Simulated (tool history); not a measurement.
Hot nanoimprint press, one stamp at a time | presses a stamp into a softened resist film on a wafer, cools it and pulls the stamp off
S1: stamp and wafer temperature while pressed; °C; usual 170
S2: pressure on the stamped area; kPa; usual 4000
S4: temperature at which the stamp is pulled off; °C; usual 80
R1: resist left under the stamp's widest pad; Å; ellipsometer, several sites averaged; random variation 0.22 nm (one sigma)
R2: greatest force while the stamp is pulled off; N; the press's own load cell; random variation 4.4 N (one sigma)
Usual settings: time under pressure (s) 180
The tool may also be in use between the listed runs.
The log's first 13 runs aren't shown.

{"run": 14, "day": 4.312, "S1": 170, "S2": 3430, "time under pressure (s)": 180, "S4": 80, "R1": 1026, "R2": 245}
{"run": 15, "day": 4.571, "S1": 170, "S2": 3430, "time under pressure (s)": 180, "S4": 80, "R1": 1024, "R2": 265}
{"run": 16, "day": 4.796, "S1": 170, "S2": 3430, "time under pressure (s)": 180, "S4": 80, "R1": 1025, "R2": 247}
{"run": 17, "day": 5.233, "S1": 170, "S2": 3430, "time under pressure (s)": 180, "S4": 80, "R1": 1026, "R2": 248}
{"run": 18, "day": 5.696, "S1": 165, "S2": 4000, "time under pressure (s)": 159, "S4": 80, "R1": 1127, "R2": 264}
{"run": 19, "day": 6.142, "S1": 158, "S2": 4170, "time under pressure (s)": 180, "S4": 81, "R1": 1304, "R2": 257}
{"run": 20, "day": 6.638, "S1": 158, "S2": 4170, "time under pressure (s)": 180, "S4": 81, "R1": 1304, "R2": 265}
{"run": 21, "day": 6.946, "S1": 158, "S2": 4170, "time under pressure (s)": 180, "S4": 81, "R1": 1297, "R2": 262}
{"run": 22, "day": 7.379, "S1": 179, "S2": 4000, "time under pressure (s)": 180, "S4": 80, "R1": 740, "R2": 263}
{"run": 23, "day": 7.662, "S1": 158, "S2": 4000, "time under pressure (s)": 180, "S4": 88, "R1": 1323, "R2": 221}
{"run": 24, "day": 7.904, "S1": 158, "S2": 4000, "time under pressure (s)": 346, "S4": 88, "R1": 1108, "R2": 227}
{"run": 25, "day": 8.392, "S1": 162, "S2": 4000, "time under pressure (s)": 110, "S4": 80, "R1": 1343, "R2": 269}
{"run": 26, "day": 8.833, "S1": 162, "S2": 4000, "time under pressure (s)": 110, "S4": 80, "R1": 1343, "R2": 277}
{"run": 27, "day": 9.233, "S1": 162, "S2": 4000, "time under pressure (s)": 110, "S4": 80, "R1": 1341, "R2": 283}
{"run": 28, "day": 9.488, "S1": 176, "S2": 6020, "time under pressure (s)": 110, "S4": 80, "R1": 747, "R2": 278}
{"run": 29, "day": 9.946, "S1": 176, "S2": 3800, "time under pressure (s)": 204, "S4": 80, "R1": 787, "R2": 282}
{"run": 30, "day": 10.446, "S1": 166, "S2": 4000, "time under pressure (s)": 308, "S4": 79, "R1": 892, "R2": 289}

Forecast each of these 3 alternatives for the next run:
{"run": "A", "day": 10.854, "S1": 169, "S2": 4000, "time under pressure (s)": 308, "S4": 79, "R1": "?", "R2": "?"}
{"run": "B", "day": 10.854, "S1": 170, "S2": 2620, "time under pressure (s)": 227, "S4": 68, "R1": "?", "R2": "?"}
{"run": "C", "day": 10.854, "S1": 166, "S2": 4000, "time under pressure (s)": 308, "S4": 83, "R1": "?", "R2": "?"}

run=A R1=807 R2=300
run=B R1=1093 R2=357
run=C R1=884 R2=272
Without the tool's hidden state the same runs would have given:
run=A R1=827 R2=223
run=B R1=1122 R2=263
run=C R1=907 R2=203
